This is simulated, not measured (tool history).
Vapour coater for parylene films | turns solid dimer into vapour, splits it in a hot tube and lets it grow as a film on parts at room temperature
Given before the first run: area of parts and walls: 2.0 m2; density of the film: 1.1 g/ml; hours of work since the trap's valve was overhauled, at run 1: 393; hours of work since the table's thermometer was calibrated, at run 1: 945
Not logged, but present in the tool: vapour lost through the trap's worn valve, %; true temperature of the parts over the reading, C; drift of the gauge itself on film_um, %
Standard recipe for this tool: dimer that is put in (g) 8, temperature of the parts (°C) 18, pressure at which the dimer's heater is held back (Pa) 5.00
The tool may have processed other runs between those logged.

run   hour  dimer that is put in (g)  temperature of the parts (°C)  pressure at which the dimer's heater is held back (Pa)  hours of work since the trap's valve was overhauled  hours of work since the table's thermometer was calibrated  thickness of the film (nm)
  1    0.0                         8                             18                                                    5.00                                                  393                                                         945                        2150
  2   81.5                         8                             18                                                    5.00                                                  466                                                        1017                        2090
  3  142.9                         8                             18                                                    5.00                                                  520                                                        1072                        2080
  4  220.9                         8                             18                                                    5.00                                                  590                                                        1142                        2060
  5  295.3                         8                             18                                                    5.00                                                  656                                                        1208                        2010
     321.5  -- trap's valve overhauled
  6  359.7                         8                             18                                                    5.00                                                   34                                                        1262                        2200
  7  413.4                         8                             18                                                    8.76                                                   82                                                        1310                        2030
  8  487.2                        12                             18                                                    5.00                                                  148                                                        1376                        3300
  9  543.6                        12                             18                                                    5.00                                                  198                                                        1426                        3230
 10  584.9                         8                             18                                                    5.00                                                  235                                                        1463                        2120
 11  630.8                         8                             13                                                    5.00                                                  276                                                        1504                        2420
     681.2  -- table's thermometer calibrated
 12  699.5                         8                             18                                                    5.00                                                  336                                                          16                        2160
 13  733.8                         8                             18                                                    5.00                                                  367                                                          47                        2170

The next listed run, before its measurement:
 14  769.7                         4                             18                                                    5.00                                                  399                                                          79                           ?

{"run 14": {"thickness of the film (nm)": 1070}}
With the hidden condition absent and the run-to-run variation left alone, this run would have shown thickness of the film (nm) 1130.
